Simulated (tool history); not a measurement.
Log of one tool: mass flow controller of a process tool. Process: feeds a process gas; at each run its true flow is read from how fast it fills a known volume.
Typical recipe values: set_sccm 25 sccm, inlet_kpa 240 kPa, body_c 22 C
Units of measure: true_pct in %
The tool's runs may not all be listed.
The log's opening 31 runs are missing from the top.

run	day	set_sccm	inlet_kpa	body_c	hours of work since the controller was set to zero	hours of work since the controller was changed	true_pct
32	420.4	6	204	22	2912	7573	97.86
# day 423.388: gauge calibrated
33	431.054	6	204	21	3087	7747	98.59
34	441.396	6	204	21	3257	7917	98.5
35	451.933	8	195	39	3429	8090	99.03
36	462.471	8	195	39	3602	8263	99.04
37	470.875	6	271	27	3740	8401	98.76
38	482.883	7	239	22	3937	8598	98.59
39	501.608	7	151	28	4244	8905	98.5
40	516.862	7	169	28	4495	9155	98.65
# day 528.021: controller's zero set anew
41	535.679	37	240	33	126	9464	99.58
42	554.562	12	173	22	435	9773	98.38
43	569.788	6	223	22	685	10023	98.23
# day 574.467: controller exchanged for a calibrated one
44	582.367	24	210	31	130	130	99.07
45	597.708	24	210	31	381	381	98.99
46	608.538	7	248	30	559	559	98.5
47	624.108	8	223	35	814	814	98.66

Branching from run 47: 3 alternative next runs. What would each branch give?
A	639.779	25	269	27	1072	1072	?
B	639.779	25	240	20	1072	1072	?
C	639.779	22	223	21	1072	1072	?

run	true_pct
A	98.96
B	98.83
C	98.68
With no hidden state in the tool, these same runs would have given:
run	true_pct
A	99.34
B	99.21
C	99.06
